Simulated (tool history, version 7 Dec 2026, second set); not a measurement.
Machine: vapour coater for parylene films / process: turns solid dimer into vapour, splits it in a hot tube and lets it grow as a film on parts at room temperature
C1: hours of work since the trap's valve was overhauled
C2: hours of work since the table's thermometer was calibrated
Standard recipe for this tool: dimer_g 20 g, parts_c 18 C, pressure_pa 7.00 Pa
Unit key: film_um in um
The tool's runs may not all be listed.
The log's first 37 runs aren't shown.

{"run": 38, "day": 29.571, "dimer_g": 32, "parts_c": 24, "pressure_pa": 9.86, "C1": 117, "C2": 702, "film_um": 8.59}
{"run": 39, "day": 30.5, "dimer_g": 20, "parts_c": 22, "pressure_pa": 7.0, "C1": 132, "C2": 717, "film_um": 5.8}
{"run": 40, "day": 30.925, "dimer_g": 14, "parts_c": 19, "pressure_pa": 7.0, "C1": 139, "C2": 724, "film_um": 4.37}
{"run": 41, "day": 31.45, "dimer_g": 19, "parts_c": 16, "pressure_pa": 5.01, "C1": 147, "C2": 733, "film_um": 6.76}
{"run": 42, "day": 32.162, "dimer_g": 20, "parts_c": 18, "pressure_pa": 2.88, "C1": 159, "C2": 744, "film_um": 7.35}
{"run": 43, "day": 33.138, "dimer_g": 20, "parts_c": 11, "pressure_pa": 2.43, "C1": 175, "C2": 760, "film_um": 8.69}
{"run": 44, "day": 33.725, "dimer_g": 20, "parts_c": 11, "pressure_pa": 2.43, "C1": 184, "C2": 770, "film_um": 8.81}
{"run": 45, "day": 34.717, "dimer_g": 23, "parts_c": 13, "pressure_pa": 7.0, "C1": 200, "C2": 786, "film_um": 8.28}
{"run": 46, "day": 35.612, "dimer_g": 23, "parts_c": 13, "pressure_pa": 7.0, "C1": 215, "C2": 800, "film_um": 8.31}
{"run": 47, "day": 36.525, "dimer_g": 14, "parts_c": 18, "pressure_pa": 2.3, "C1": 229, "C2": 815, "film_um": 5.17}

Predict each of these 3 candidate next runs independently; none follows another, all start after run 47:
{"run": "A", "day": 37.029, "dimer_g": 14, "parts_c": 13, "pressure_pa": 5.82, "C1": 238, "C2": 823, "film_um": "?"}
{"run": "B", "day": 37.029, "dimer_g": 14, "parts_c": 18, "pressure_pa": 6.61, "C1": 238, "C2": 823, "film_um": "?"}
{"run": "C", "day": 37.029, "dimer_g": 14, "parts_c": 18, "pressure_pa": 4.05, "C1": 238, "C2": 823, "film_um": "?"}

run=A film_um=5.13
run=B film_um=4.38
run=C film_um=4.86
Without the tool's hidden state the same runs would have given:
run=A film_um=5.31
run=B film_um=4.53
run=C film_um=5.03
